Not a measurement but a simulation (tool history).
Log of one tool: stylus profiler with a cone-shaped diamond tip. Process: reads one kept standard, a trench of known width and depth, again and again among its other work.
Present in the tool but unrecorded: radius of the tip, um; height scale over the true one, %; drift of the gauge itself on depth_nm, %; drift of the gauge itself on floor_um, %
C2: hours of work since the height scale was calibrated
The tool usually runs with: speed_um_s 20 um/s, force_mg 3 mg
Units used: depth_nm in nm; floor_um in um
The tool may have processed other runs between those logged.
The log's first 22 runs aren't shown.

Run 23, day 43.8: usual settings; scans with this tip 16521; C2 562. Result: depth_nm 100.96 nm, floor_um 47.3 um.
Run 24, day 45.671: usual settings but speed_um_s 10 um/s, force_mg 1.6 mg; scans with this tip 16735; C2 586. Result: depth_nm 100.73 nm, floor_um 47.34 um.
Run 25, day 47.308: usual settings but speed_um_s 7 um/s, force_mg 3.96 mg; scans with this tip 16922; C2 607. Result: depth_nm 101.13 nm, floor_um 47.32 um.
At day 47.529: height scale calibrated on a step standard.
Run 26, day 48.858: usual settings but speed_um_s 7 um/s, force_mg 3.96 mg; scans with this tip 17096; C2 17. Result: depth_nm 101.22 nm, floor_um 47.3 um.
Run 27, day 50.192: usual settings but speed_um_s 33 um/s, force_mg 1.26 mg; scans with this tip 17248; C2 34. Result: depth_nm 100.7 nm, floor_um 47.22 um.
Run 28, day 52.3: usual settings but speed_um_s 9 um/s, force_mg 2.21 mg; scans with this tip 17489; C2 61. Result: depth_nm 100.95 nm, floor_um 47.24 um.
Run 29, day 53.612: usual settings but speed_um_s 18 um/s, force_mg 3.14 mg; scans with this tip 17639; C2 78. Result: depth_nm 101.09 nm, floor_um 47.23 um.
Run 30, day 55.729: usual settings but speed_um_s 18 um/s, force_mg 3.14 mg; scans with this tip 17880; C2 105. Result: depth_nm 101.14 nm, floor_um 47.26 um.
Run 31, day 57.046: usual settings but speed_um_s 38 um/s, force_mg 8.82 mg; scans with this tip 18031; C2 122. Result: depth_nm 101.89 nm, floor_um 47.24 um.
Run 32, day 59.754: usual settings but speed_um_s 5 um/s, force_mg 3.84 mg; scans with this tip 18340; C2 157. Result: depth_nm 101.28 nm, floor_um 47.33 um.
At day 61.667: height scale calibrated on a step standard, once more.
Run 33, day 62.333: usual settings but speed_um_s 57 um/s, force_mg 2.43 mg; scans with this tip 18632; C2 9. Result: depth_nm 100.66 nm, floor_um 47.17 um.
Run 34, day 63.625: usual settings but speed_um_s 57 um/s, force_mg 2.43 mg; scans with this tip 18779; C2 25. Result: depth_nm 100.64 nm, floor_um 47.09 um.
Run 35, day 66.183: usual settings but speed_um_s 12 um/s, force_mg 1.18 mg; scans with this tip 19071; C2 58. Result: depth_nm 100.41 nm, floor_um 47.27 um.
Run 36, day 68.858: usual settings but speed_um_s 17 um/s, force_mg 2.4 mg; scans with this tip 19377; C2 92. Result: depth_nm 100.68 nm, floor_um 47.15 um.
Run 37, day 70.704: usual settings but force_mg 7.81 mg; scans with this tip 19587; C2 116. Result: depth_nm 101.5 nm, floor_um 47.2 um.
Run 38, day 72.417: usual settings but speed_um_s 17 um/s, force_mg 3.77 mg; scans with this tip 19783; C2 138. Result: depth_nm 100.96 nm, floor_um 47.2 um.
Run 39, day 74.529: usual settings but speed_um_s 5 um/s, force_mg 8.25 mg; scans with this tip 20024; C2 165. Result: depth_nm 101.58 nm, floor_um 47.19 um.

Predict the results of run 40:
Run 40, day 76.758: usual settings but speed_um_s 11 um/s, force_mg 1.51 mg; scans with this tip 20278; C2 194. Result: depth_nm ?, floor_um ?.

{"run 40": {"depth_nm": 100.55, "floor_um": 47.19}}
Had the tool carried no hidden state, the very same run would have given depth_nm 100.48 nm, floor_um 47.99 um.
